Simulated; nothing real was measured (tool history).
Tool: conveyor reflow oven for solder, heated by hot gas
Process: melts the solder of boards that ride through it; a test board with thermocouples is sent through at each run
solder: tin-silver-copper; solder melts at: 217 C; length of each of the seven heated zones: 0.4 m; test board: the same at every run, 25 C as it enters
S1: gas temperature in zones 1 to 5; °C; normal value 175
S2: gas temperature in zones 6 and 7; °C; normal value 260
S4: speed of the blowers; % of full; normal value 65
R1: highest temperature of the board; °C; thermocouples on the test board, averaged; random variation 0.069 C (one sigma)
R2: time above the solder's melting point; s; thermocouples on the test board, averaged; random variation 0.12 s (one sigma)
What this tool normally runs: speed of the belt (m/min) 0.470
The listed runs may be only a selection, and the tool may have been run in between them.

run 1 hour=0.0 | S1=175 S2=260 speed_of_the_belt_(m/min)=0.470 S4=65 | R1=246.89 R2=71.7
run 2 hour=47.6 | S1=175 S2=260 speed_of_the_belt_(m/min)=0.470 S4=65 | R1=246.65 R2=71.3
run 3 hour=100.8 | S1=175 S2=260 speed_of_the_belt_(m/min)=0.470 S4=65 | R1=246.40 R2=71.0
-- hour=110.9 flux residue cleaned out of gas plates and filters
run 4 hour=154.8 | S1=175 S2=260 speed_of_the_belt_(m/min)=0.470 S4=65 | R1=248.14 R2=73.6
run 5 hour=203.0 | S1=175 S2=260 speed_of_the_belt_(m/min)=0.470 S4=65 | R1=248.11 R2=73.5
run 6 hour=256.1 | S1=175 S2=260 speed_of_the_belt_(m/min)=0.470 S4=65 | R1=247.79 R2=73.2
run 7 hour=284.6 | S1=175 S2=260 speed_of_the_belt_(m/min)=0.470 S4=65 | R1=247.69 R2=73.1
run 8 hour=326.7 | S1=175 S2=260 speed_of_the_belt_(m/min)=0.470 S4=65 | R1=247.44 R2=72.8
run 9 hour=383.0 | S1=175 S2=260 speed_of_the_belt_(m/min)=0.470 S4=65 | R1=247.46 R2=72.8
run 10 hour=417.9 | S1=175 S2=266 speed_of_the_belt_(m/min)=0.470 S4=65 | R1=252.63 R2=77.8
run 11 hour=461.3 | S1=175 S2=266 speed_of_the_belt_(m/min)=0.470 S4=65 | R1=252.45 R2=77.2
run 12 hour=491.8 | S1=175 S2=266 speed_of_the_belt_(m/min)=0.470 S4=65 | R1=252.25 R2=77.1
-- hour=537.3 flux residue cleaned out of gas plates and filters
run 13 hour=551.0 | S1=173 S2=260 speed_of_the_belt_(m/min)=0.470 S4=65 | R1=248.17 R2=73.2
run 14 hour=587.1 | S1=175 S2=260 speed_of_the_belt_(m/min)=0.470 S4=63 | R1=247.86 R2=73.4
run 15 hour=630.3 | S1=175 S2=260 speed_of_the_belt_(m/min)=0.470 S4=63 | R1=247.61 R2=73.0
run 16 hour=661.0 | S1=175 S2=260 speed_of_the_belt_(m/min)=0.470 S4=63 | R1=247.69 R2=72.8
-- hour=678.0 belt drive overhauled, speed set with a stopwatch
run 17 hour=720.4 | S1=175 S2=260 speed_of_the_belt_(m/min)=0.470 S4=63 | R1=247.34 R2=72.1
run 18 hour=747.1 | S1=182 S2=260 speed_of_the_belt_(m/min)=0.470 S4=80 | R1=252.59 R2=82.4
run 19 hour=770.8 | S1=177 S2=252 speed_of_the_belt_(m/min)=0.415 S4=80 | R1=247.07 R2=87.1
run 20 hour=819.4 | S1=186 S2=252 speed_of_the_belt_(m/min)=0.445 S4=65 | R1=243.95 R2=80.0
run 21 hour=852.1 | S1=186 S2=249 speed_of_the_belt_(m/min)=0.436 S4=66 | R1=241.91 R2=79.5
run 22 hour=884.8 | S1=186 S2=249 speed_of_the_belt_(m/min)=0.436 S4=66 | R1=241.79 R2=79.4
run 23 hour=929.0 | S1=175 S2=273 speed_of_the_belt_(m/min)=0.470 S4=65 | R1=258.49 R2=81.9
-- hour=964.8 flux residue cleaned out of gas plates and filters
run 24 hour=974.8 | S1=179 S2=260 speed_of_the_belt_(m/min)=0.470 S4=65 | R1=249.52 R2=77.0
run 25 hour=1007.3 | S1=179 S2=260 speed_of_the_belt_(m/min)=0.533 S4=65 | R1=245.80 R2=62.6
run 26 hour=1034.9 | S1=179 S2=260 speed_of_the_belt_(m/min)=0.533 S4=65 | R1=245.68 R2=62.6
run 27 hour=1071.4 | S1=172 S2=256 speed_of_the_belt_(m/min)=0.506 S4=65 | R1=242.35 R2=59.5
run 28 hour=1108.8 | S1=185 S2=254 speed_of_the_belt_(m/min)=0.396 S4=85 | R1=251.69 R2=102.1
run 29 hour=1159.4 | S1=175 S2=260 speed_of_the_belt_(m/min)=0.401 S4=65 | R1=252.53 R2=92.9

Each row is a separate what-if for the run after 29, all from the same tool condition, not one after another. Results?
run A hour=1188.6 | S1=175 S2=260 speed_of_the_belt_(m/min)=0.414 S4=75 | R1=? R2=?
run B hour=1188.6 | S1=175 S2=264 speed_of_the_belt_(m/min)=0.401 S4=65 | R1=? R2=?
run C hour=1188.6 | S1=175 S2=252 speed_of_the_belt_(m/min)=0.493 S4=55 | R1=? R2=?
run D hour=1188.6 | S1=174 S2=267 speed_of_the_belt_(m/min)=0.545 S4=65 | R1=? R2=?

run=A R1=253.83 R2=92.1
run=B R1=256.05 R2=96.1
run=C R1=236.69 R2=53.0
run=D R1=249.00 R2=61.5
With the hidden condition removed and each run's random variation left untouched, the same runs would have given:
run=A R1=251.81 R2=90.5
run=B R1=254.04 R2=94.3
run=C R1=235.01 R2=50.6
run=D R1=247.59 R2=60.3

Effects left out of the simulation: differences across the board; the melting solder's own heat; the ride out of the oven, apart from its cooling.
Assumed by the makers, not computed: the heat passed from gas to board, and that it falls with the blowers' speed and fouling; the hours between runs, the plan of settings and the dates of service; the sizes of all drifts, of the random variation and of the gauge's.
